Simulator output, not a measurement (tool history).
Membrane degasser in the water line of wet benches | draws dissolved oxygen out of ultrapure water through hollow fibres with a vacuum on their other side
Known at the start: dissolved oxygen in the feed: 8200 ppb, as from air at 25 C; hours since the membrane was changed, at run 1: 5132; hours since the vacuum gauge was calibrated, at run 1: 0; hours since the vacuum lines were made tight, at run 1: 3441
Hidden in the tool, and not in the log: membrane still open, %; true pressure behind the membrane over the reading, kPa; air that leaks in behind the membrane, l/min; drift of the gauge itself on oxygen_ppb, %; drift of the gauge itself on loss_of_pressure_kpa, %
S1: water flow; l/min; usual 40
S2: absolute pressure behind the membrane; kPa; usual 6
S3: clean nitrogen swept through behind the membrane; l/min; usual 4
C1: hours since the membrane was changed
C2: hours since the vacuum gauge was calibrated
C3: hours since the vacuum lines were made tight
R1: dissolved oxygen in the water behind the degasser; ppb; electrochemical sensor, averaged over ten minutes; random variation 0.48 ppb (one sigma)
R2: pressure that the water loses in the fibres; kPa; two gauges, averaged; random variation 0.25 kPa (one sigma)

run,day,S1,S2,S3,C1,C2,C3,R1,R2
1,0,40,6,4,5132,0,3441,72.2,69.14
2,4.042,40,6,4,5229,97,3538,72,68.71
3,7.183,40,6,7.3,5304,172,3614,43.2,68.94
4,13.958,40,12.31,4,5467,335,3776,218.4,69.09
5,19.479,40,6,4,5600,467,3909,72.5,69.47
6,22.983,40,6,4,5684,552,3993,72.6,69.05
7,27.946,40,6.63,4,5803,671,4112,87.2,69.56
8,33.808,40,6.63,4,5944,811,4253,87.6,69.61
9,38.471,40,6.83,4,6055,923,4365,90.8,69.1
10,44.754,59,6,4,6206,1074,4515,137.8,102.37
11,51.204,59,6,4,6361,1229,4670,136.4,102.57
12,55.367,59,6,4,6461,1329,4770,138.7,102.46
13,61.492,40,6,6.5,6608,1476,4917,48.7,69.81
14,67.308,40,6,6.5,6748,1615,5057,49.1,70.07
15,73.492,40,6.99,2.91,6896,1764,5205,130,69.65
16,78.483,40,6.99,2.91,7016,1884,5325,128.3,69.97
# day 79.112: vacuum gauge calibrated
17,83.75,40,6.84,4,7142,111,5451,95,70.36
18,90.192,38,4.16,2.83,7296,266,5605,38.7,66.24
# day 93.979: vacuum gauge calibrated, once more
19,93.979,38,4.16,2.83,7387,0,5696,34.7,66.18
20,96.804,38,4.16,2.83,7454,68,5764,34.8,66.03
21,101.025,38,4.16,2.83,7556,169,5865,35.5,66.15
22,107.183,34,12.14,5.32,7704,317,6013,140.9,59.65
23,111.171,37,10.16,5.32,7799,413,6108,122.2,65.09
24,114.829,37,10.16,5.32,7887,500,6196,120.9,64.62
25,117.771,48,6,3.28,7958,571,6267,112.7,83.86
# day 118.496: seals of the vacuum lines changed
26,124.842,48,6,3.28,8125,739,152,113.9,83.82
27,129.571,41,6,6.87,8239,852,266,49.3,71.93

Forecast each of these 4 alternatives for the next run:
A,133.767,40,12.72,4,8339,953,366,?,?
B,133.767,40,4.55,4.73,8339,953,366,?,?
C,133.767,41,6,2.24,8339,953,366,?,?
D,133.767,38,6,4,8339,953,366,?,?

run,R1,R2
A,227.2,70.39
B,35.5,70.1
C,123.1,71.89
D,68.5,66.61
Without the tool's hidden state the same runs would have given:
run,R1,R2
A,223.9,67.33
B,32.5,67.05
C,118.9,68.76
D,65.9,63.71

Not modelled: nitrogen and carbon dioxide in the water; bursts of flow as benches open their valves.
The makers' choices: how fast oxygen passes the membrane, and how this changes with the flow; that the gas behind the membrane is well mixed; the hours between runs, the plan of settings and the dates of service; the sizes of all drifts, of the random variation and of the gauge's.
